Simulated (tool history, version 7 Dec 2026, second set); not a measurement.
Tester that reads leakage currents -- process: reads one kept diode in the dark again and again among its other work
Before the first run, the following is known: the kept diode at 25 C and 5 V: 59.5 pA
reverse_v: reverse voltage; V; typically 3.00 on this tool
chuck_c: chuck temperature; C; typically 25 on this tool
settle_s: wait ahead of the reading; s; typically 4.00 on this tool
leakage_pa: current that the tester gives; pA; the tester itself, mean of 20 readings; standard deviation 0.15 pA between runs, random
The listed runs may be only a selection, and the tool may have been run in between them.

{"run": 1, "hour": 0.0, "reverse_v": 3.0, "chuck_c": 25, "settle_s": 4.0, "leakage_pa": 49.45}
{"run": 2, "hour": 46.8, "reverse_v": 3.0, "chuck_c": 45, "settle_s": 4.0, "leakage_pa": 299.97}
{"run": 3, "hour": 125.8, "reverse_v": 3.0, "chuck_c": 45, "settle_s": 4.0, "leakage_pa": 300.52}
{"run": 4, "hour": 171.6, "reverse_v": 3.0, "chuck_c": 45, "settle_s": 4.0, "leakage_pa": 301.54}
{"run": 5, "hour": 220.9, "reverse_v": 3.0, "chuck_c": 45, "settle_s": 4.0, "leakage_pa": 303.8}
{"run": 6, "hour": 293.0, "reverse_v": 3.0, "chuck_c": 52, "settle_s": 4.0, "leakage_pa": 544.8}
{"run": 7, "hour": 346.3, "reverse_v": 3.0, "chuck_c": 52, "settle_s": 4.0, "leakage_pa": 545.2}
{"run": 8, "hour": 425.1, "reverse_v": 3.0, "chuck_c": 29, "settle_s": 0.79, "leakage_pa": 75.72}
{"run": 9, "hour": 496.2, "reverse_v": 3.0, "chuck_c": 29, "settle_s": 0.79, "leakage_pa": 75.94}
{"run": 10, "hour": 563.8, "reverse_v": 11.93, "chuck_c": 47, "settle_s": 3.0, "leakage_pa": 768.59}
{"hour": 595.8, "done": "probe card cleaned and baked"}
{"hour": 627.3, "done": "chuck's temperature calibrated"}
{"run": 11, "hour": 633.8, "reverse_v": 3.0, "chuck_c": 25, "settle_s": 4.79, "leakage_pa": 45.16}
{"run": 12, "hour": 724.4, "reverse_v": 3.0, "chuck_c": 25, "settle_s": 4.79, "leakage_pa": 45.69}
{"run": 13, "hour": 791.4, "reverse_v": 11.56, "chuck_c": 25, "settle_s": 0.72, "leakage_pa": 95.49}
{"run": 14, "hour": 834.9, "reverse_v": 3.0, "chuck_c": 25, "settle_s": 9.04, "leakage_pa": 46.33}

Below are 4 alternative next runs, each starting from the tool's condition after run 14. Predict each:
{"run": "A", "hour": 926.1, "reverse_v": 3.0, "chuck_c": 40, "settle_s": 2.45, "leakage_pa": "?"}
{"run": "B", "hour": 926.1, "reverse_v": 14.5, "chuck_c": 25, "settle_s": 0.42, "leakage_pa": "?"}
{"run": "C", "hour": 926.1, "reverse_v": 4.7, "chuck_c": 53, "settle_s": 5.66, "leakage_pa": "?"}
{"run": "D", "hour": 926.1, "reverse_v": 3.0, "chuck_c": 41, "settle_s": 9.04, "leakage_pa": "?"}

run=A leakage_pa=185.85
run=B leakage_pa=111.97
run=C leakage_pa=700.44
run=D leakage_pa=202.16
With no hidden state in the tool, these same runs would have given:
run=A leakage_pa=183.10
run=B leakage_pa=108.59
run=C leakage_pa=692.05
run=D leakage_pa=199.22

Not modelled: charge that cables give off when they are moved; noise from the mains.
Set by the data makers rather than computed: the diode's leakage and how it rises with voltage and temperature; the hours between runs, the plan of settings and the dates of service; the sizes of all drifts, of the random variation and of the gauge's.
